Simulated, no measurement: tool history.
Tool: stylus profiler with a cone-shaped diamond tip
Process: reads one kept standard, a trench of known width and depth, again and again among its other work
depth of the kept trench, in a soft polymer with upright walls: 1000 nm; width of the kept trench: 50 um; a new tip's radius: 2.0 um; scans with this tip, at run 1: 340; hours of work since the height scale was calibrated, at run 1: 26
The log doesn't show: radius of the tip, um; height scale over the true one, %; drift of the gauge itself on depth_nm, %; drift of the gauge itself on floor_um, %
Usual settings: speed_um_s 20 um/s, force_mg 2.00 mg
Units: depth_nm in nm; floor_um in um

run	hour	speed_um_s	force_mg	scans with this tip	hours of work since the height scale was calibrated	depth_nm	floor_um
1	0.0	20	2.00	340	26	1014.74	46.44
2	13.6	20	2.00	413	32	1014.65	46.37
3	38.4	20	2.00	546	42	1014.59	46.37
4	54.4	28	2.00	632	49	1014.57	46.31
5	77.2	52	2.00	755	58	1014.87	46.10
6	104.0	52	2.00	899	69	1014.69	46.13
7	115.6	52	2.00	962	74	1014.80	46.15
8	139.3	24	2.00	1089	84	1014.88	46.30
9	150.9	24	2.00	1151	88	1014.67	46.29
10	177.5	24	2.00	1294	99	1014.68	46.29
11	197.3	20	2.00	1401	108	1014.90	46.27
12	215.0	20	0.73	1496	115	1006.71	46.15
13	239.7	20	0.73	1629	125	1007.17	46.17
14	259.4	38	2.00	1735	133	1014.04	46.12
15	283.2	20	2.00	1863	143	1014.51	46.15
16	300.5	20	2.00	1956	150	1014.82	46.19
17	320.7	9	2.00	2064	159	1014.48	46.25
18	337.6	9	2.00	2155	166	1014.71	46.19
19	358.3	9	2.00	2267	174	1014.42	46.21
20	373.3	20	2.00	2347	180	1014.32	46.10
# hour 375.6: height scale calibrated on a step standard
21	390.6	28	2.00	2438	6	1013.94	46.08
22	406.1	28	2.00	2521	13	1014.37	46.05
23	426.5	28	2.00	2631	21	1013.87	46.03
24	451.1	75	2.06	2763	31	1014.05	45.78
25	469.6	75	2.06	2863	39	1014.09	45.78
26	491.5	57	4.11	2980	48	1023.16	45.96
# hour 514.8: height scale calibrated on a step standard, once more
27	515.2	20	0.87	3105	0	1008.38	46.00
28	528.0	30	3.18	3174	5	1020.40	46.06
29	554.3	7	0.85	3315	16	1008.21	46.09
30	577.7	27	3.57	3441	26	1022.36	45.97
31	596.7	27	3.57	3544	34	1022.21	45.98
32	615.8	30	0.86	3646	42	1008.41	45.81
33	631.1	11	1.26	3728	48	1010.89	46.00
34	645.9	11	1.26	3808	54	1011.07	45.95
35	667.2	45	0.88	3922	63	1008.45	45.66
36	686.9	45	0.88	4028	71	1008.41	45.66
37	703.6	20	5.42	4118	78	1029.22	46.01
38	722.3	10	2.66	4219	86	1018.47	46.08
39	746.0	19	0.99	4346	96	1009.27	45.81
40	769.5	19	0.99	4472	105	1009.17	45.82
41	793.7	62	5.38	4603	115	1029.27	45.75
42	808.2	62	5.18	4681	121	1028.52	45.77
43	820.2	26	5.64	4745	126	1030.47	45.88
44	846.0	26	5.64	4884	137	1029.96	45.92
45	870.6	34	2.00	5016	147	1015.05	45.77
46	885.1	34	2.00	5094	153	1014.69	45.75

Hidden state at the last listed run before each entry between runs and at the first one after, where it differs:
Between runs 20 and 21: height scale calibrated on a step standard (hour 375.6)
  radius of the tip, um: 2.24 -> 2.25; height scale over the true one, %: -0.068 -> -0.097
  measured less the result without the state, depth_nm: -0.69 -> -0.98 nm; floor_um: -0.27 -> -0.28 um
Between runs 26 and 27: height scale calibrated on a step standard, once more (hour 514.8)
  radius of the tip, um: 2.31 -> 2.33; height scale over the true one, %: -0.104 -> -0.01
  measured less the result without the state, depth_nm: -1.06 -> -0.11 nm; floor_um: -0.35 -> -0.36 um
